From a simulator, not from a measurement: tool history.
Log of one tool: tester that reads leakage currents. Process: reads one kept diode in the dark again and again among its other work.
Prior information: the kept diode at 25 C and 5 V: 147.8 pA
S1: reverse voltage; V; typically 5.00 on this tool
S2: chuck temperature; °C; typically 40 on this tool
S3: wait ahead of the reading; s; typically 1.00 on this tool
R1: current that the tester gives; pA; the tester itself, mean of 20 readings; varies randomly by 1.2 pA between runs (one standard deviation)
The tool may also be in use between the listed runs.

run	hour	S1	S2	S3	R1
1	0.0	5.00	40	1.00	399.15
2	71.9	5.00	40	1.00	399.15
3	170.9	5.00	40	1.00	396.56
4	213.8	5.00	40	1.00	397.76
5	293.8	5.00	40	1.00	397.13
6	359.9	5.00	40	1.00	395.03
7	431.5	6.88	40	1.00	439.67
8	487.4	5.00	40	1.00	393.15
9	592.8	5.00	40	1.00	393.55
10	692.7	5.00	40	1.00	390.73
11	785.9	5.00	40	1.00	390.14
12	872.6	1.33	50	3.47	469.23
# hour 881.3: probe card cleaned and baked
# hour 883.3: chuck's temperature calibrated
13	982.9	10.01	50	3.47	875.57
14	1048.4	1.96	31	1.00	146.90
15	1096.4	1.96	31	1.00	146.86
16	1176.8	14.15	40	3.15	515.44
17	1232.0	2.43	30	0.43	146.35
# hour 1334.7: chuck's temperature calibrated, once more
18	1338.5	2.43	30	0.43	169.66
19	1416.3	2.43	30	1.95	168.11

Here are 3 independent what-if runs from the current tool condition. What would each one return?
A	1489.0	5.29	43	4.95	?
B	1489.0	2.43	30	4.65	?
C	1489.0	5.00	40	7.47	?

run	R1
A	513.08
B	167.44
C	413.37
With the hidden condition removed and each run's random variation left untouched, the same runs would have given:
run	R1
A	511.78
B	166.74
C	411.97
